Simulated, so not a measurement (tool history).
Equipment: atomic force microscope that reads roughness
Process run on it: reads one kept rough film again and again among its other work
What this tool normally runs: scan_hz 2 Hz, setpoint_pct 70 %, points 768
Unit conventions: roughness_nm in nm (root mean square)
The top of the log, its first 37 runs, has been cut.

run,hour,scan_hz,setpoint_pct,points,pictures with this tip,hours of work since the height scale was calibrated,roughness_nm
38,910.7,0.57,70,371,280,172,4.815
# hour 917.9: new tip fitted
39,929.3,1.41,62,336,17,183,4.957
40,945.3,2.99,62,336,41,194,4.705
41,968.2,2.99,66,336,75,209,4.558
42,984.6,2.99,66,336,100,219,4.528
43,1005.8,0.7,61,815,132,233,4.998
44,1038.7,2,81,514,181,254,4.242
45,1055.1,2,81,514,206,265,4.207
46,1090.6,1,60,514,259,288,4.848
# hour 1111.6: new tip fitted
47,1115.5,2.84,59,341,6,304,4.816
48,1139.7,2.84,59,341,42,320,4.807
49,1158.9,2.29,59,295,71,332,4.845
50,1190.2,1.95,70,427,118,353,4.603
51,1220.7,0.55,87,277,164,372,4.694
52,1236.6,3.7,87,277,188,383,3.419
53,1268.1,0.73,68,567,236,403,4.81

Predict each of these 3 candidate next runs independently; none follows another, all start after run 53:
# hour 1303.9: new tip fitted
A,1303.9,0.8,82,302,0,426,?
# hour 1303.9: new tip fitted
B,1303.9,0.65,58,956,0,426,?
# hour 1303.9: new tip fitted
C,1303.9,1.85,70,768,0,426,?

run,roughness_nm
A,4.802
B,5.138
C,4.696
Had the tool no hidden state, the same runs would have come out as:
run,roughness_nm
A,4.833
B,5.171
C,4.726
